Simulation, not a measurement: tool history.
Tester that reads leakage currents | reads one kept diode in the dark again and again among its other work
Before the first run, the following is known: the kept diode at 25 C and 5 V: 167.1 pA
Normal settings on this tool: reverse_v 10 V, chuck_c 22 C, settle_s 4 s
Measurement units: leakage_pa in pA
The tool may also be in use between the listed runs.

run,hour,reverse_v,chuck_c,settle_s,leakage_pa
1,0,10,22,4,198.1
2,145.2,10,22,1.54,199.92
# hour 179.4: tester calibrated
# hour 281: probe card cleaned and baked
3,368.5,10,22,1.54,185.9
4,543.7,10,22,1.54,187.33
5,703.4,10,41,4,970.48
# hour 915.9: chuck's temperature calibrated
6,915.9,10,41,4,1001.19
7,1020.5,10,41,4,1004.84
8,1166.8,10,22,0.83,200.87
9,1370,2.6,48,5.96,977.99
10,1463.2,5.4,41,1.49,781.41
11,1648.2,5.4,27,1.49,240.73
12,1811.7,10,47,1.29,1675.28
13,1917.9,3.6,46,1.23,985.44

Below are 3 alternative next runs, each starting from the tool's condition after run 13. Predict each:
# hour 2114.8: chuck's temperature calibrated, once more
A,2135.4,10,37,4,?
# hour 2114.8: chuck's temperature calibrated, once more
B,2135.4,6,50,0.34,?
# hour 2114.8: chuck's temperature calibrated, once more
C,2135.4,2.2,22,0.9,?

run,leakage_pa
A,664.42
B,1506.57
C,92.03
With the hidden condition removed and each run's random variation left untouched, the same runs would have given:
run,leakage_pa
A,646.39
B,1476.83
C,88.96
